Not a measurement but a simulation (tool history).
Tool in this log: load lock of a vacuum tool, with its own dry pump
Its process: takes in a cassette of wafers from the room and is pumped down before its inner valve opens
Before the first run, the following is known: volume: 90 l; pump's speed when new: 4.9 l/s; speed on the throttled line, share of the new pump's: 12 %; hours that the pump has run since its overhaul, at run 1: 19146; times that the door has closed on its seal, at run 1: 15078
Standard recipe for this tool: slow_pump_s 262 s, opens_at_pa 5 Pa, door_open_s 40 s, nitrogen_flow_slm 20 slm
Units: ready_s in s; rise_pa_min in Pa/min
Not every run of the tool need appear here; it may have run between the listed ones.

| run | hour | slow_pump_s | opens_at_pa | door_open_s | nitrogen_flow_slm | hours that the pump has run since its overhaul | times that the door has closed on its seal | incoming humidity of the room's air, % | ready_s | rise_pa_min |
|---|---|---|---|---|---|---|---|---|---|---|
| 1 | 0 | 262 | 5 | 40 | 20 | 19146 | 15078 | 42.9 | 441.4 | 0.062 |
| 2 | 156.3 | 262 | 5 | 40 | 20 | 19302 | 15364 | 45.1 | 447.4 | 0.064 |
| 3 | 429.9 | 262 | 5 | 40 | 20 | 19575 | 15864 | 45.3 | 440.1 | 0.064 |
| 4 | 589.2 | 229 | 5 | 40 | 20 | 19735 | 16156 | 45.5 | 415.1 | 0.069 |
| 5 | 739.7 | 262 | 5 | 161 | 20 | 19885 | 16431 | 45.6 | 445.5 | 0.084 |
| 6 | 952.7 | 262 | 5 | 40 | 20 | 20098 | 16821 | 43.9 | 443 | 0.07 |
| 7 | 1301.9 | 262 | 5 | 40 | 20 | 20448 | 17459 | 48 | 442.7 | 0.074 |
| 8 | 1566.8 | 262 | 5 | 40 | 20 | 20712 | 17944 | 43.7 | 447.2 | 0.079 |
| 9 | 1880.6 | 262 | 5 | 40 | 20 | 21026 | 18518 | 41.7 | 444.5 | 0.073 |
| 10 | 2053.8 | 440 | 5 | 40 | 20 | 21199 | 18835 | 46.2 | 595.5 | 0.081 |
| 11 | 2300.3 | 440 | 5 | 40 | 20 | 21446 | 19286 | 44.6 | 599.1 | 0.088 |
| 12 | 2531.1 | 440 | 5 | 40 | 20 | 21677 | 19708 | 43.5 | 603.3 | 0.088 |
| 13 | 2817.1 | 440 | 5 | 40 | 20 | 21963 | 20231 | 42.7 | 601.4 | 0.089 |
|  | 2839.9 | dry pump taken out, an overhauled one fitted |
| 14 | 3058.4 | 440 | 5 | 40 | 20 | 218 | 20661 | 44.3 | 573.7 | 0.088 |
| 15 | 3371 | 440 | 5 | 40 | 20 | 531 | 21233 | 40.4 | 571.2 | 0.091 |
| 16 | 3618.9 | 262 | 5 | 40 | 20 | 779 | 21687 | 46.7 | 414.4 | 0.092 |
| 17 | 3981.8 | 262 | 5 | 40 | 20 | 1142 | 22351 | 43 | 416.9 | 0.1 |
| 18 | 4213.5 | 262 | 5 | 40 | 20 | 1374 | 22774 | 45.9 | 417.5 | 0.106 |
| 19 | 4552.3 | 262 | 5 | 40 | 6 | 1712 | 23394 | 43.1 | 417.6 | 0.113 |
| 20 | 4800.4 | 216 | 9 | 211 | 20 | 1960 | 23848 | 42.6 | 362.8 | 0.139 |
| 21 | 5074.9 | 216 | 9 | 211 | 20 | 2235 | 24350 | 45.7 | 366.8 | 0.13 |
| 22 | 5267.2 | 216 | 9 | 25 | 20 | 2427 | 24702 | 46.8 | 363.5 | 0.11 |
| 23 | 5424.5 | 216 | 9 | 25 | 20 | 2585 | 24990 | 47 | 368.8 | 0.12 |
| 24 | 5691.5 | 262 | 5 | 179 | 20 | 2852 | 25478 | 45.4 | 417 | 0.138 |
| 25 | 5860.2 | 262 | 5 | 179 | 15 | 3020 | 25787 | 45.6 | 417.3 | 0.15 |
| 26 | 6223.3 | 262 | 5 | 179 | 15 | 3383 | 26451 | 44.8 | 420 | 0.15 |
| 27 | 6433.9 | 262 | 5 | 224 | 17 | 3594 | 26836 | 44.3 | 420.9 | 0.159 |
| 28 | 6642 | 262 | 5 | 224 | 17 | 3802 | 27217 | 46.3 | 419 | 0.161 |
| 29 | 6910.7 | 150 | 7 | 224 | 13 | 4071 | 27708 | 45.7 | 313.9 | 0.166 |
| 30 | 7087.9 | 423 | 10 | 40 | 20 | 4248 | 28032 | 43.3 | 542.1 | 0.139 |
| 31 | 7279.4 | 326 | 7 | 71 | 39 | 4440 | 28383 | 41.5 | 466.3 | 0.142 |
| 32 | 7527 | 367 | 7 | 71 | 32 | 4687 | 28836 | 43.9 | 503 | 0.151 |
| 33 | 7680.7 | 438 | 5 | 29 | 6 | 4841 | 29117 | 46.7 | 579.2 | 0.147 |
| 34 | 7928 | 438 | 7 | 43 | 6 | 5088 | 29569 | 42.4 | 567.6 | 0.158 |
| 35 | 8157 | 438 | 7 | 43 | 6 | 5317 | 29988 | 43.9 | 568 | 0.167 |
| 36 | 8326.5 | 245 | 5 | 115 | 20 | 5487 | 30298 | 46.7 | 405.8 | 0.161 |

3 ways to go on from here, each from the tool as it stands after run 36. What would each give?
| A | 8683 | 262 | 5 | 90 | 16 | 5843 | 30950 | 43.8 | ? | ? |
| B | 8683 | 284 | 5 | 44 | 20 | 5843 | 30950 | 46.7 | ? | ? |
| C | 8683 | 262 | 5 | 183 | 20 | 5843 | 30950 | 42.5 | ? | ? |

| run | ready_s | rise_pa_min |
|---|---|---|
| A | 418.7 | 0.171 |
| B | 441 | 0.16 |
| C | 419.9 | 0.176 |
Without the tool's unlogged condition, the same runs would have read:
| run | ready_s | rise_pa_min |
|---|---|---|
| A | 412 | 0.021 |
| B | 434.4 | 0.011 |
| C | 413.2 | 0.025 |
